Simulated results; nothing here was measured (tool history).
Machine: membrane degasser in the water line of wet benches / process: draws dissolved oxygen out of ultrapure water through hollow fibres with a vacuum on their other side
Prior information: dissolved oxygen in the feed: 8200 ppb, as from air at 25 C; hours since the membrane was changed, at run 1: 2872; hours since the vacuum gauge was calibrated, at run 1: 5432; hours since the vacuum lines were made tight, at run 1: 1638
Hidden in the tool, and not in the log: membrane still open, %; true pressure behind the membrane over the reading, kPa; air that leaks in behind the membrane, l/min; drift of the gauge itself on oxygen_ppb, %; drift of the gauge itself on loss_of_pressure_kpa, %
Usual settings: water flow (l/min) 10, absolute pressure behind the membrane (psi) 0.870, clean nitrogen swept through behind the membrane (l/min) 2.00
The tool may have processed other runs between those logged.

run     day  water flow (l/min)  absolute pressure behind the membrane (psi)  clean nitrogen swept through behind the membrane (l/min)  hours since the membrane was changed  hours since the vacuum gauge was calibrated  hours since the vacuum lines were made tight  dissolved oxygen in the water behind the degasser (ppb)  pressure that the water loses in the fibres (psi)
  1   0.000                  10                                        0.870                                                      2.00                                  2872                                         5432                                          1638                                                     42.6                                              6.261
  2   3.267                  10                                        0.870                                                      2.00                                  2950                                         5510                                          1717                                                     42.3                                              6.300
  3   4.975                  10                                        0.870                                                      2.00                                  2991                                         5551                                          1757                                                     42.0                                              6.289
  4   7.421                   6                                        0.870                                                      2.00                                  3050                                         5610                                          1816                                                     23.5                                              3.794
  5  10.929                  10                                        0.870                                                      2.00                                  3134                                         5694                                          1900                                                     42.4                                              6.287
  6  13.433                  10                                        0.870                                                      2.00                                  3194                                         5754                                          1960                                                     42.9                                              6.341
  7  15.442                  10                                        0.870                                                      2.00                                  3243                                         5802                                          2009                                                     42.3                                              6.295
  8  17.562                  10                                        0.753                                                      2.00                                  3293                                         5853                                          2060                                                     32.3                                              6.319
  9  21.058                  10                                        0.870                                                      5.84                                  3377                                         5937                                          2144                                                     17.6                                              6.372
 10  23.162                  10                                        0.870                                                      3.63                                  3428                                         5988                                          2194                                                     25.8                                              6.345
 11  26.092                  10                                        0.870                                                      2.00                                  3498                                         6058                                          2264                                                     42.7                                              6.318
 12  29.004                  10                                        0.870                                                      2.00                                  3568                                         6128                                          2334                                                     42.5                                              6.379
     29.721  -- vacuum gauge calibrated
 13  31.425                  10                                        1.706                                                      2.00                                  3626                                           41                                          2392                                                    110.8                                              6.377
 14  34.404                  10                                        1.706                                                      2.00                                  3697                                          112                                          2463                                                    109.6                                              6.382
 15  36.892                   8                                        0.870                                                      2.00                                  3757                                          172                                          2523                                                     29.5                                              5.143
 16  38.617                  10                                        1.475                                                      2.00                                  3798                                          213                                          2564                                                     90.2                                              6.405
 17  40.775                  10                                        1.475                                                      2.00                                  3850                                          265                                          2616                                                     90.9                                              6.345
 18  44.262                  10                                        1.475                                                      2.00                                  3934                                          349                                          2700                                                     89.4                                              6.363
 19  46.262                  10                                        0.548                                                      2.00                                  3982                                          397                                          2748                                                     12.4                                              6.421
 20  48.492                  15                                        0.545                                                      2.00                                  4035                                          450                                          2801                                                     46.9                                              9.661
 21  50.742                  13                                        1.620                                                      2.00                                  4089                                          504                                          2855                                                    144.2                                              8.277
 22  53.004                  12                                        1.443                                                      0.96                                  4144                                          559                                          2910                                                    208.6                                              7.667
 23  54.838                  12                                        1.443                                                      0.96                                  4188                                          603                                          2954                                                    207.7                                              7.603
 24  58.354                  12                                        1.443                                                      0.96                                  4272                                          687                                          3038                                                    207.4                                              7.622
 25  60.329                  10                                        0.716                                                      2.00                                  4319                                          735                                          3085                                                     27.2                                              6.431
 26  64.075                  10                                        1.929                                                      2.00                                  4409                                          824                                          3175                                                    129.6                                              6.450
 27  65.692                  10                                        1.929                                                      2.00                                  4448                                          863                                          3214                                                    130.9                                              6.392
 28  68.567                   7                                        1.550                                                      2.00                                  4517                                          932                                          3283                                                     66.8                                              4.460
 29  70.421                  10                                        1.408                                                      0.89                                  4562                                          977                                          3328                                                    177.5                                              6.415
 30  73.608                   9                                        1.336                                                      5.60                                  4638                                         1053                                          3404                                                     27.5                                              5.768
 31  76.546                   9                                        1.086                                                      2.07                                  4709                                         1124                                          3475                                                     50.1                                              5.767
 32  79.750                   7                                        2.110                                                      2.06                                  4785                                         1201                                          3552                                                     97.4                                              4.473

What if the next run were any one of these 4? Each begins from the tool's condition after run 32:
  A  82.892                  16                                        0.702                                                      1.97                                  4861                                         1276                                          3627                                                        ?                                                  ?
  B  82.892                  14                                        0.870                                                      2.00                                  4861                                         1276                                          3627                                                        ?                                                  ?
  C  82.892                  14                                        0.870                                                      1.20                                  4861                                         1276                                          3627                                                        ?                                                  ?
  D  82.892                   9                                        1.944                                                      2.00                                  4861                                         1276                                          3627                                                        ?                                                  ?

run  dissolved oxygen in the water behind the degasser (ppb)  pressure that the water loses in the fibres (psi)
  A                                                     82.7                                             10.325
  B                                                     76.8                                              9.020
  C                                                    106.1                                              9.016
  D                                                    118.1                                              5.819
With no hidden state in the tool, these same runs would have given:
run  dissolved oxygen in the water behind the degasser (ppb)  pressure that the water loses in the fibres (psi)
  A                                                     69.6                                              9.828
  B                                                     67.9                                              8.585
  C                                                     96.3                                              8.580
  D                                                    113.8                                              5.539
